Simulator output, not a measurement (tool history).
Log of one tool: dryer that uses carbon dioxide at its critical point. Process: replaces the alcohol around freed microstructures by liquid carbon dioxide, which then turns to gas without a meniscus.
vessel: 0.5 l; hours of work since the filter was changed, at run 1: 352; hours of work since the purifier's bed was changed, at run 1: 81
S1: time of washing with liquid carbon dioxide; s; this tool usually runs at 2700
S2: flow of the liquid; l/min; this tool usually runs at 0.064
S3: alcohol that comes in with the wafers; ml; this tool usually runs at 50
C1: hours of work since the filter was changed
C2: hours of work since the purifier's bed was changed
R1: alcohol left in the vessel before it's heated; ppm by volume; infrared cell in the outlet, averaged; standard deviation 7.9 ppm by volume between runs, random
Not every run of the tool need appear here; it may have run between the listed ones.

{"run": 1, "day": 0.0, "S1": 2700, "S2": 0.064, "S3": 50, "C1": 352, "C2": 81, "R1": 594}
{"run": 2, "day": 0.604, "S1": 2700, "S2": 0.064, "S3": 50, "C1": 357, "C2": 86, "R1": 584}
{"run": 3, "day": 1.083, "S1": 2700, "S2": 0.064, "S3": 50, "C1": 361, "C2": 90, "R1": 615}
{"run": 4, "day": 2.008, "S1": 2700, "S2": 0.064, "S3": 50, "C1": 369, "C2": 98, "R1": 613}
{"run": 5, "day": 2.575, "S1": 2700, "S2": 0.064, "S3": 50, "C1": 374, "C2": 103, "R1": 613}
{"run": 6, "day": 3.225, "S1": 2700, "S2": 0.064, "S3": 50, "C1": 379, "C2": 108, "R1": 619}
{"run": 7, "day": 4.279, "S1": 2700, "S2": 0.064, "S3": 50, "C1": 388, "C2": 117, "R1": 641}
{"run": 8, "day": 5.238, "S1": 2700, "S2": 0.064, "S3": 50, "C1": 397, "C2": 125, "R1": 640}
{"run": 9, "day": 6.229, "S1": 2700, "S2": 0.064, "S3": 50, "C1": 405, "C2": 134, "R1": 652}
{"run": 10, "day": 7.162, "S1": 2700, "S2": 0.064, "S3": 73, "C1": 413, "C2": 142, "R1": 914}
{"run": 11, "day": 7.588, "S1": 1980, "S2": 0.064, "S3": 50, "C1": 417, "C2": 146, "R1": 2373}
{"run": 12, "day": 8.629, "S1": 1980, "S2": 0.064, "S3": 50, "C1": 426, "C2": 154, "R1": 2380}
{"run": 13, "day": 9.108, "S1": 3840, "S2": 0.0976, "S3": 107, "C1": 430, "C2": 159, "R1": 54}
{"run": 14, "day": 9.771, "S1": 2220, "S2": 0.1078, "S3": 50, "C1": 435, "C2": 164, "R1": 127}
{"run": 15, "day": 10.508, "S1": 2520, "S2": 0.0782, "S3": 26, "C1": 442, "C2": 171, "R1": 188}
{"run": 16, "day": 11.479, "S1": 3540, "S2": 0.0573, "S3": 26, "C1": 450, "C2": 179, "R1": 182}
{"run": 17, "day": 12.354, "S1": 2700, "S2": 0.0587, "S3": 50, "C1": 457, "C2": 186, "R1": 1011}
{"run": 18, "day": 13.038, "S1": 2100, "S2": 0.0847, "S3": 27, "C1": 463, "C2": 192, "R1": 338}
{"run": 19, "day": 13.767, "S1": 2700, "S2": 0.0405, "S3": 50, "C1": 470, "C2": 198, "R1": 4242}
{"run": 20, "day": 14.575, "S1": 2700, "S2": 0.0405, "S3": 50, "C1": 476, "C2": 205, "R1": 4319}
{"run": 21, "day": 15.083, "S1": 4140, "S2": 0.0911, "S3": 61, "C1": 481, "C2": 210, "R1": 64}
{"run": 22, "day": 15.921, "S1": 4140, "S2": 0.0911, "S3": 61, "C1": 488, "C2": 217, "R1": 60}

Consider 4 possible next runs. They are alternatives, not a sequence: every one starts from the tool as it was left by run 22. What does each give?
{"run": "A", "day": 16.879, "S1": 2760, "S2": 0.0661, "S3": 116, "C1": 496, "C2": 225, "R1": "?"}
{"run": "B", "day": 16.879, "S1": 3060, "S2": 0.0452, "S3": 43, "C1": 496, "C2": 225, "R1": "?"}
{"run": "C", "day": 16.879, "S1": 2520, "S2": 0.0911, "S3": 61, "C1": 496, "C2": 225, "R1": "?"}
{"run": "D", "day": 16.879, "S1": 1680, "S2": 0.0527, "S3": 115, "C1": 496, "C2": 225, "R1": "?"}

run=A R1=1203
run=B R1=1670
run=C R1=201
run=D R1=17629
With the hidden condition removed and each run's random variation left untouched, the same runs would have given:
run=A R1=691
run=B R1=1105
run=C R1=77
run=D R1=13784
